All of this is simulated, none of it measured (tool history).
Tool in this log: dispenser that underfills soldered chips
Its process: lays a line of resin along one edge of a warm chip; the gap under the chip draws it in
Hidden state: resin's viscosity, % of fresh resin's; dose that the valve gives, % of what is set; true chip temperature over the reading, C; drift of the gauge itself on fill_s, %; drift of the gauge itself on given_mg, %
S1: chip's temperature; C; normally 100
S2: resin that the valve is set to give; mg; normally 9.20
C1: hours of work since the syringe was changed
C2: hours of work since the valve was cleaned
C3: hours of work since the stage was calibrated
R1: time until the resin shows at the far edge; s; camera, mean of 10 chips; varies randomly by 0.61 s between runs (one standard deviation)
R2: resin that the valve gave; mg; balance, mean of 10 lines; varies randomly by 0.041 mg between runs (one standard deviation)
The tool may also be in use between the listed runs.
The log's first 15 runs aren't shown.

| run | hour | S1 | S2 | C1 | C2 | C3 | R1 | R2 |
|---|---|---|---|---|---|---|---|---|
|  | 105.3 | new syringe of resin |
| 16 | 106.1 | 100 | 7.93 | 1 | 25 | 270 | 52.7 | 7.84 |
|  | 114.8 | new syringe of resin |
| 17 | 115.5 | 100 | 7.85 | 1 | 32 | 276 | 54.3 | 7.67 |
| 18 | 122.1 | 100 | 7.85 | 5 | 36 | 281 | 79.1 | 7.64 |
|  | 124.0 | new syringe of resin |
| 19 | 129.9 | 97 | 9.35 | 4 | 42 | 286 | 80.8 | 9.01 |
|  | 133.1 | new syringe of resin |
| 20 | 134.7 | 97 | 8.18 | 1 | 45 | 290 | 62.3 | 7.87 |
| 21 | 139.4 | 92 | 11.44 | 5 | 48 | 293 | 98.4 | 11.04 |
|  | 142.1 | new syringe of resin |
| 22 | 145.8 | 95 | 11.30 | 3 | 53 | 297 | 75.5 | 10.87 |
| 23 | 149.9 | 86 | 9.52 | 6 | 56 | 300 | 143.3 | 9.11 |
|  | 151.1 | new syringe of resin |
| 24 | 156.9 | 86 | 10.26 | 4 | 61 | 305 | 125.7 | 9.76 |
|  | 160.5 | new syringe of resin |
|  | 161.5 | dispensing valve cleaned and set on the balance |
| 25 | 163.5 | 86 | 11.90 | 1 | 1 | 309 | 102.1 | 11.89 |
| 26 | 168.1 | 89 | 9.57 | 5 | 5 | 312 | 117.6 | 9.54 |
|  | 171.1 | new syringe of resin |
| 27 | 176.6 | 89 | 9.57 | 4 | 11 | 318 | 110.9 | 9.53 |
|  | 180.6 | new syringe of resin |
| 28 | 186.1 | 100 | 10.32 | 4 | 17 | 325 | 68.7 | 10.23 |
|  | 189.6 | new syringe of resin |
| 29 | 195.2 | 100 | 10.32 | 4 | 24 | 331 | 67.9 | 10.14 |
|  | 198.8 | new syringe of resin |
| 30 | 201.1 | 100 | 10.13 | 2 | 28 | 335 | 54.8 | 9.94 |
|  | 208.2 | new syringe of resin |
| 31 | 208.5 | 100 | 11.67 | 0 | 33 | 340 | 48.0 | 11.39 |
| 32 | 214.3 | 100 | 11.67 | 4 | 37 | 345 | 67.9 | 11.39 |
|  | 217.9 | new syringe of resin |
| 33 | 220.4 | 94 | 10.70 | 2 | 41 | 349 | 73.5 | 10.33 |
|  | 226.9 | new syringe of resin |
| 34 | 228.2 | 106 | 9.20 | 1 | 46 | 354 | 40.0 | 8.92 |
| 35 | 232.2 | 106 | 9.20 | 4 | 49 | 357 | 52.0 | 8.84 |

Predict each of these 3 candidate next runs independently; none follows another, all start after run 35:
|  | 236.0 | new syringe of resin |
| A | 242.1 | 107 | 9.20 | 4 | 56 | 364 | ? | ? |
|  | 236.0 | new syringe of resin |
| B | 242.1 | 98 | 9.20 | 4 | 56 | 364 | ? | ? |
|  | 236.0 | new syringe of resin |
| C | 242.1 | 107 | 8.31 | 4 | 56 | 364 | ? | ? |

| run | R1 | R2 |
|---|---|---|
| A | 52.9 | 8.83 |
| B | 75.8 | 8.82 |
| C | 55.3 | 7.93 |
Had the tool no hidden state, the same runs would have come out as:
| run | R1 | R2 |
|---|---|---|
| A | 39.9 | 9.22 |
| B | 57.3 | 9.21 |
| C | 41.6 | 8.29 |
